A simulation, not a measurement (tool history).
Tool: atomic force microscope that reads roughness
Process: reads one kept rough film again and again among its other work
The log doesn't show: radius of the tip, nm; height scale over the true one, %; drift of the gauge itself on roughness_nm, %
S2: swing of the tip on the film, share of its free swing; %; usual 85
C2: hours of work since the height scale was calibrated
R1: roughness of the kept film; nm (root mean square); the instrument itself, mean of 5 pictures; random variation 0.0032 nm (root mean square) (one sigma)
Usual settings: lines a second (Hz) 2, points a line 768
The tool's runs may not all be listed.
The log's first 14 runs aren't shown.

run 15 hour=242.5 | lines_a_second_(Hz)=2.06 S2=85 points_a_line=768 | pictures_with_this_tip=78 C2=276 | R1=1.481
run 16 hour=258.1 | lines_a_second_(Hz)=2 S2=85 points_a_line=768 | pictures_with_this_tip=97 C2=284 | R1=1.487
run 17 hour=278.3 | lines_a_second_(Hz)=2 S2=85 points_a_line=768 | pictures_with_this_tip=121 C2=294 | R1=1.482
run 18 hour=293.3 | lines_a_second_(Hz)=2 S2=85 points_a_line=768 | pictures_with_this_tip=140 C2=301 | R1=1.486
run 19 hour=315.2 | lines_a_second_(Hz)=2 S2=85 points_a_line=768 | pictures_with_this_tip=166 C2=312 | R1=1.474
run 20 hour=338.4 | lines_a_second_(Hz)=2 S2=85 points_a_line=768 | pictures_with_this_tip=194 C2=324 | R1=1.471
run 21 hour=358 | lines_a_second_(Hz)=2 S2=85 points_a_line=768 | pictures_with_this_tip=218 C2=333 | R1=1.471
-- hour=364.5 new tip fitted
run 22 hour=369.3 | lines_a_second_(Hz)=2 S2=85 points_a_line=768 | pictures_with_this_tip=6 C2=339 | R1=1.505
run 23 hour=391.8 | lines_a_second_(Hz)=0.96 S2=85 points_a_line=768 | pictures_with_this_tip=34 C2=350 | R1=1.693
run 24 hour=411 | lines_a_second_(Hz)=2 S2=85 points_a_line=270 | pictures_with_this_tip=57 C2=359 | R1=1.487
run 25 hour=428.5 | lines_a_second_(Hz)=2 S2=85 points_a_line=270 | pictures_with_this_tip=78 C2=368 | R1=1.485
run 26 hour=447.9 | lines_a_second_(Hz)=2.06 S2=62 points_a_line=560 | pictures_with_this_tip=102 C2=378 | R1=1.755
run 27 hour=461.2 | lines_a_second_(Hz)=2.06 S2=62 points_a_line=560 | pictures_with_this_tip=118 C2=384 | R1=1.752
run 28 hour=483.7 | lines_a_second_(Hz)=0.68 S2=69 points_a_line=914 | pictures_with_this_tip=145 C2=396 | R1=1.817
run 29 hour=497.4 | lines_a_second_(Hz)=0.65 S2=85 points_a_line=768 | pictures_with_this_tip=162 C2=402 | R1=1.725
run 30 hour=507.2 | lines_a_second_(Hz)=2.8 S2=85 points_a_line=768 | pictures_with_this_tip=174 C2=407 | R1=1.36
run 31 hour=530.5 | lines_a_second_(Hz)=2.8 S2=63 points_a_line=768 | pictures_with_this_tip=202 C2=419 | R1=1.683
run 32 hour=540.7 | lines_a_second_(Hz)=1.66 S2=73 points_a_line=414 | pictures_with_this_tip=214 C2=424 | R1=1.659
-- hour=549.5 new tip fitted
run 33 hour=560.1 | lines_a_second_(Hz)=1.66 S2=73 points_a_line=414 | pictures_with_this_tip=13 C2=433 | R1=1.696
run 34 hour=578.3 | lines_a_second_(Hz)=1.66 S2=73 points_a_line=414 | pictures_with_this_tip=35 C2=442 | R1=1.693

The next listed run, before its measurement:
run 35 hour=599 | lines_a_second_(Hz)=2.73 S2=58 points_a_line=768 | pictures_with_this_tip=60 C2=453 | R1=?

R1: 1.76 nm (root mean square)
Without the tool's hidden state the same run would have given R1 1.778 nm (root mean square).
